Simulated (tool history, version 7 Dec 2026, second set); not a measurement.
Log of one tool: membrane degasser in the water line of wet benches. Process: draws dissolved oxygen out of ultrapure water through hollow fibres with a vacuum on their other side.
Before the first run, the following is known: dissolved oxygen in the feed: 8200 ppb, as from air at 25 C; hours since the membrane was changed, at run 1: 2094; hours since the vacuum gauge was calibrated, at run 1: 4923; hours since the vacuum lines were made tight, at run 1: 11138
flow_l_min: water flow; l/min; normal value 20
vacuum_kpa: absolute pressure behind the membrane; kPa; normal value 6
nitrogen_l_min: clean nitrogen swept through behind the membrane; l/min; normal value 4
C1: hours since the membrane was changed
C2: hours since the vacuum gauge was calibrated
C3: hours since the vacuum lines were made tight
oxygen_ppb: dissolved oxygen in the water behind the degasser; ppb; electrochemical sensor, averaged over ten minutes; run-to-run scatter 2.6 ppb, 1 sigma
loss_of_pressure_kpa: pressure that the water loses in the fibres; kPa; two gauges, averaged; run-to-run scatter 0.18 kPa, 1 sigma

{"run": 1, "hour": 0.0, "flow_l_min": 20, "vacuum_kpa": 6, "nitrogen_l_min": 4, "C1": 2094, "C2": 4923, "C3": 11138, "oxygen_ppb": 255, "loss_of_pressure_kpa": 32.65}
{"run": 2, "hour": 48.1, "flow_l_min": 20, "vacuum_kpa": 6, "nitrogen_l_min": 4, "C1": 2142, "C2": 4972, "C3": 11186, "oxygen_ppb": 256.6, "loss_of_pressure_kpa": 32.94}
{"run": 3, "hour": 128.0, "flow_l_min": 20, "vacuum_kpa": 6.32, "nitrogen_l_min": 4, "C1": 2222, "C2": 5051, "C3": 11266, "oxygen_ppb": 258.6, "loss_of_pressure_kpa": 32.92}
{"run": 4, "hour": 175.6, "flow_l_min": 20, "vacuum_kpa": 6.32, "nitrogen_l_min": 4, "C1": 2270, "C2": 5099, "C3": 11314, "oxygen_ppb": 259.3, "loss_of_pressure_kpa": 33}
{"run": 5, "hour": 237.5, "flow_l_min": 20, "vacuum_kpa": 6.32, "nitrogen_l_min": 4, "C1": 2331, "C2": 5161, "C3": 11375, "oxygen_ppb": 262.3, "loss_of_pressure_kpa": 32.9}
{"run": 6, "hour": 296.1, "flow_l_min": 20, "vacuum_kpa": 6.32, "nitrogen_l_min": 4, "C1": 2390, "C2": 5220, "C3": 11434, "oxygen_ppb": 258, "loss_of_pressure_kpa": 32.74}
{"run": 7, "hour": 339.0, "flow_l_min": 20, "vacuum_kpa": 6, "nitrogen_l_min": 4, "C1": 2433, "C2": 5262, "C3": 11477, "oxygen_ppb": 254.2, "loss_of_pressure_kpa": 33.01}
{"run": 8, "hour": 424.9, "flow_l_min": 20, "vacuum_kpa": 6, "nitrogen_l_min": 4, "C1": 2519, "C2": 5348, "C3": 11563, "oxygen_ppb": 257.7, "loss_of_pressure_kpa": 33.01}
{"run": 9, "hour": 497.9, "flow_l_min": 20, "vacuum_kpa": 12.65, "nitrogen_l_min": 4, "C1": 2592, "C2": 5421, "C3": 11636, "oxygen_ppb": 334.7, "loss_of_pressure_kpa": 32.69}
{"run": 10, "hour": 572.3, "flow_l_min": 20, "vacuum_kpa": 12.65, "nitrogen_l_min": 8.79, "C1": 2666, "C2": 5496, "C3": 11710, "oxygen_ppb": 277, "loss_of_pressure_kpa": 33.11}
{"run": 11, "hour": 621.9, "flow_l_min": 20, "vacuum_kpa": 6, "nitrogen_l_min": 4, "C1": 2716, "C2": 5545, "C3": 11760, "oxygen_ppb": 255.5, "loss_of_pressure_kpa": 33.18}
{"run": 12, "hour": 683.9, "flow_l_min": 20, "vacuum_kpa": 6, "nitrogen_l_min": 4, "C1": 2778, "C2": 5607, "C3": 11822, "oxygen_ppb": 249.8, "loss_of_pressure_kpa": 33.05}
{"run": 13, "hour": 721.5, "flow_l_min": 20, "vacuum_kpa": 6, "nitrogen_l_min": 4, "C1": 2816, "C2": 5645, "C3": 11859, "oxygen_ppb": 260.7, "loss_of_pressure_kpa": 33.08}
{"run": 14, "hour": 778.0, "flow_l_min": 20, "vacuum_kpa": 6.96, "nitrogen_l_min": 4, "C1": 2872, "C2": 5701, "C3": 11916, "oxygen_ppb": 264.9, "loss_of_pressure_kpa": 33.32}
{"run": 15, "hour": 857.4, "flow_l_min": 20, "vacuum_kpa": 6.96, "nitrogen_l_min": 4, "C1": 2951, "C2": 5781, "C3": 11995, "oxygen_ppb": 270.8, "loss_of_pressure_kpa": 33.37}
{"run": 16, "hour": 916.3, "flow_l_min": 15, "vacuum_kpa": 6, "nitrogen_l_min": 4, "C1": 3010, "C2": 5840, "C3": 12054, "oxygen_ppb": 130.5, "loss_of_pressure_kpa": 25}
{"run": 17, "hour": 966.0, "flow_l_min": 15, "vacuum_kpa": 6, "nitrogen_l_min": 4, "C1": 3060, "C2": 5889, "C3": 12104, "oxygen_ppb": 127.5, "loss_of_pressure_kpa": 25.03}
{"run": 18, "hour": 1052.0, "flow_l_min": 20, "vacuum_kpa": 9.27, "nitrogen_l_min": 1.83, "C1": 3146, "C2": 5975, "C3": 12190, "oxygen_ppb": 368.5, "loss_of_pressure_kpa": 33.5}
{"run": 19, "hour": 1109.4, "flow_l_min": 20, "vacuum_kpa": 9.27, "nitrogen_l_min": 1.83, "C1": 3203, "C2": 6033, "C3": 12247, "oxygen_ppb": 373.4, "loss_of_pressure_kpa": 33.46}
{"run": 20, "hour": 1191.1, "flow_l_min": 21, "vacuum_kpa": 5.23, "nitrogen_l_min": 5.32, "C1": 3285, "C2": 6115, "C3": 12329, "oxygen_ppb": 270.4, "loss_of_pressure_kpa": 34.95}
{"run": 21, "hour": 1238.3, "flow_l_min": 20, "vacuum_kpa": 9.66, "nitrogen_l_min": 8.98, "C1": 3332, "C2": 6162, "C3": 12376, "oxygen_ppb": 253.4, "loss_of_pressure_kpa": 33.22}
{"run": 22, "hour": 1324.1, "flow_l_min": 20, "vacuum_kpa": 6, "nitrogen_l_min": 1.75, "C1": 3418, "C2": 6248, "C3": 12462, "oxygen_ppb": 288.1, "loss_of_pressure_kpa": 33.6}
{"run": 23, "hour": 1405.1, "flow_l_min": 20, "vacuum_kpa": 6, "nitrogen_l_min": 1.75, "C1": 3499, "C2": 6329, "C3": 12543, "oxygen_ppb": 298.7, "loss_of_pressure_kpa": 33.8}
{"run": 24, "hour": 1468.7, "flow_l_min": 20, "vacuum_kpa": 6, "nitrogen_l_min": 1.75, "C1": 3563, "C2": 6392, "C3": 12607, "oxygen_ppb": 297.5, "loss_of_pressure_kpa": 33.75}
{"hour": 1486.8, "done": "gauge calibrated"}
{"run": 25, "hour": 1520.0, "flow_l_min": 20, "vacuum_kpa": 8.3, "nitrogen_l_min": 5.12, "C1": 3614, "C2": 6444, "C3": 12658, "oxygen_ppb": 273, "loss_of_pressure_kpa": 32.83}
{"run": 26, "hour": 1577.4, "flow_l_min": 20, "vacuum_kpa": 14.47, "nitrogen_l_min": 8.05, "C1": 3671, "C2": 6501, "C3": 12715, "oxygen_ppb": 289.1, "loss_of_pressure_kpa": 32.76}
{"run": 27, "hour": 1636.2, "flow_l_min": 20, "vacuum_kpa": 3.63, "nitrogen_l_min": 4, "C1": 3730, "C2": 6560, "C3": 12774, "oxygen_ppb": 236, "loss_of_pressure_kpa": 32.58}
{"run": 28, "hour": 1718.6, "flow_l_min": 20, "vacuum_kpa": 3.63, "nitrogen_l_min": 4, "C1": 3813, "C2": 6642, "C3": 12857, "oxygen_ppb": 229, "loss_of_pressure_kpa": 32.92}
{"run": 29, "hour": 1795.6, "flow_l_min": 20, "vacuum_kpa": 3.63, "nitrogen_l_min": 4, "C1": 3890, "C2": 6719, "C3": 12934, "oxygen_ppb": 226.6, "loss_of_pressure_kpa": 32.96}
{"run": 30, "hour": 1843.9, "flow_l_min": 29, "vacuum_kpa": 10.02, "nitrogen_l_min": 4, "C1": 3938, "C2": 6767, "C3": 12982, "oxygen_ppb": 599.3, "loss_of_pressure_kpa": 47.87}
{"run": 31, "hour": 1884.1, "flow_l_min": 21, "vacuum_kpa": 6, "nitrogen_l_min": 3.84, "C1": 3978, "C2": 6808, "C3": 13022, "oxygen_ppb": 286.6, "loss_of_pressure_kpa": 34.49}
{"run": 32, "hour": 1954.8, "flow_l_min": 19, "vacuum_kpa": 12.17, "nitrogen_l_min": 3.48, "C1": 4049, "C2": 6878, "C3": 13093, "oxygen_ppb": 306.6, "loss_of_pressure_kpa": 31.33}

For some of the steps in loss_of_pressure_kpa from one run to the next: how much would appear even if the tool had no hidden state, given the settings, what came in and random variation, and how much remains for the hidden state plus any gauge scatter that the measured result and the result without hidden state don't share?
The hidden state here: membrane still open, %; true pressure behind the membrane over the reading, kPa; air that leaks in behind the membrane, l/min; drift of the gauge itself on oxygen_ppb, %; drift of the gauge itself on loss_of_pressure_kpa, %.
Run 17 -> 18: flow_l_min 15 -> 20, vacuum_kpa 6 -> 9.27, nitrogen_l_min 4 -> 1.83. loss_of_pressure_kpa +8.47 kPa: hidden state +0.21, all else +8.26.
Run 24 -> 25: vacuum_kpa 6 -> 8.3, nitrogen_l_min 1.75 -> 5.12, gauge calibrated. loss_of_pressure_kpa -0.92 kPa: hidden state -0.94, all else +0.02.
Run 29 -> 30: flow_l_min 20 -> 29, vacuum_kpa 3.63 -> 10.02. loss_of_pressure_kpa +14.91 kPa: hidden state +0.15, all else +14.76.
Run 30 -> 31: flow_l_min 29 -> 21, vacuum_kpa 10.02 -> 6, nitrogen_l_min 4 -> 3.84. loss_of_pressure_kpa -13.38 kPa: hidden state -0.07, all else -13.31.

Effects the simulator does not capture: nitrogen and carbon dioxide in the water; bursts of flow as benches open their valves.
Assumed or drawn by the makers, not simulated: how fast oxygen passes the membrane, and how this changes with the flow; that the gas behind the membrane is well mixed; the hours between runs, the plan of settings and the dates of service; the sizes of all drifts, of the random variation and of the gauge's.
